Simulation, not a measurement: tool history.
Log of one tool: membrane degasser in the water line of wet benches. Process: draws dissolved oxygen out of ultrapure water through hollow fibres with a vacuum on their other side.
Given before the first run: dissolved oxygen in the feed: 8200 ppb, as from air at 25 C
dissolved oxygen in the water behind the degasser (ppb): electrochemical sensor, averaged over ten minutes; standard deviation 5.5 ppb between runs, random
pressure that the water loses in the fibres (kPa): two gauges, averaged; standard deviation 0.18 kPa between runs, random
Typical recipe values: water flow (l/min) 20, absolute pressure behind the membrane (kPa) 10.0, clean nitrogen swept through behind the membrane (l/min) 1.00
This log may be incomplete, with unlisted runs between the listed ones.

run   hour  water flow (l/min)  absolute pressure behind the membrane (kPa)  clean nitrogen swept through behind the membrane (l/min)  dissolved oxygen in the water behind the degasser (ppb)  pressure that the water loses in the fibres (kPa)
  1    0.0                  20                                         10.0                                                      1.00                                                    577.7                                              36.09
  2  150.9                  20                                         10.0                                                      1.00                                                    583.6                                              36.38
  3  259.4                  20                                         10.0                                                      1.00                                                    579.1                                              36.23
  4  392.8                  20                                         10.0                                                      1.00                                                    585.7                                              36.58
  5  529.4                  20                                         10.0                                                      1.00                                                    578.1                                              36.42
  6  617.2                  20                                         10.0                                                      1.00                                                    583.6                                              36.53
  7  707.1                  20                                         10.0                                                      1.00                                                    585.6                                              36.33
  8  789.2                  20                                         21.0                                                      1.00                                                    991.9                                              36.38
  9  857.2                  20                                         21.0                                                      1.00                                                   1016.2                                              36.60

Expected results for the next run?
 10  976.8                  20                                         14.3                                                      2.14                                                        ?                                                  ?

Logged for run 10: dissolved oxygen in the water behind the degasser (ppb) 535.5, pressure that the water loses in the fibres (kPa) 36.44.
Had the tool carried no hidden state, the very same run would have given dissolved oxygen in the water behind the degasser (ppb) 499.9, pressure that the water loses in the fibres (kPa) 35.38.

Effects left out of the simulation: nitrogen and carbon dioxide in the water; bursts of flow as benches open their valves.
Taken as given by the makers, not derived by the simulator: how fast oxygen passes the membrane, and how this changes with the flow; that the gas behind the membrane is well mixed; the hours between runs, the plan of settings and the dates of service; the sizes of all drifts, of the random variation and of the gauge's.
